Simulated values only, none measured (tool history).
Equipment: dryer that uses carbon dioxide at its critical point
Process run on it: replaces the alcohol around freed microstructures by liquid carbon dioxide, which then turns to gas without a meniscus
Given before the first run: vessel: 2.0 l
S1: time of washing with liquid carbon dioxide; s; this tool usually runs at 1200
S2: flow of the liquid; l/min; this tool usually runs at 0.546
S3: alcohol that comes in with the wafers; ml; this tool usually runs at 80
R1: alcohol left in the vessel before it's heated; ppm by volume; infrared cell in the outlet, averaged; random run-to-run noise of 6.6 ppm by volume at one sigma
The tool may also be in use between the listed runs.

run 1 hour=0 | S1=1200 S2=0.546 S3=80 | R1=573
run 2 hour=16.5 | S1=1200 S2=0.546 S3=26 | R1=358
run 3 hour=29.9 | S1=1200 S2=0.546 S3=80 | R1=592
run 4 hour=50.3 | S1=1200 S2=0.546 S3=67 | R1=544
run 5 hour=71.2 | S1=1200 S2=0.47 S3=80 | R1=909
run 6 hour=88.7 | S1=1200 S2=0.47 S3=80 | R1=923
run 7 hour=107.9 | S1=1200 S2=0.546 S3=27 | R1=383
run 8 hour=120.5 | S1=1200 S2=0.546 S3=27 | R1=395
run 9 hour=131.1 | S1=1200 S2=0.546 S3=27 | R1=395
run 10 hour=150.6 | S1=1200 S2=0.546 S3=27 | R1=417
run 11 hour=172.3 | S1=1200 S2=0.758 S3=60 | R1=338
run 12 hour=189.2 | S1=1500 S2=0.796 S3=24 | R1=294
-- hour=199.5 purifier's bed changed
run 13 hour=202.3 | S1=1620 S2=0.796 S3=24 | R1=14
run 14 hour=211.9 | S1=1200 S2=0.546 S3=98 | R1=490
run 15 hour=221.3 | S1=1200 S2=0.546 S3=98 | R1=502
run 16 hour=238.8 | S1=1200 S2=0.546 S3=58 | R1=307
run 17 hour=255.7 | S1=720 S2=0.471 S3=45 | R1=2082
run 18 hour=270 | S1=1260 S2=0.706 S3=31 | R1=70
run 19 hour=284.3 | S1=1260 S2=0.706 S3=31 | R1=69
run 20 hour=297.3 | S1=1260 S2=0.706 S3=31 | R1=68

Branching from run 20: 4 alternative next runs. What would each branch give?
run A hour=308.9 | S1=840 S2=0.888 S3=36 | R1=?
run B hour=308.9 | S1=1260 S2=0.747 S3=31 | R1=?
run C hour=308.9 | S1=1260 S2=0.706 S3=64 | R1=?
run D hour=308.9 | S1=1200 S2=0.383 S3=80 | R1=?

run=A R1=149
run=B R1=70
run=C R1=108
run=D R1=1658
The same runs, with their run-to-run variation unchanged, on a tool lacking any hidden condition would have given:
run=A R1=74
run=B R1=25
run=C R1=44
run=D R1=1214
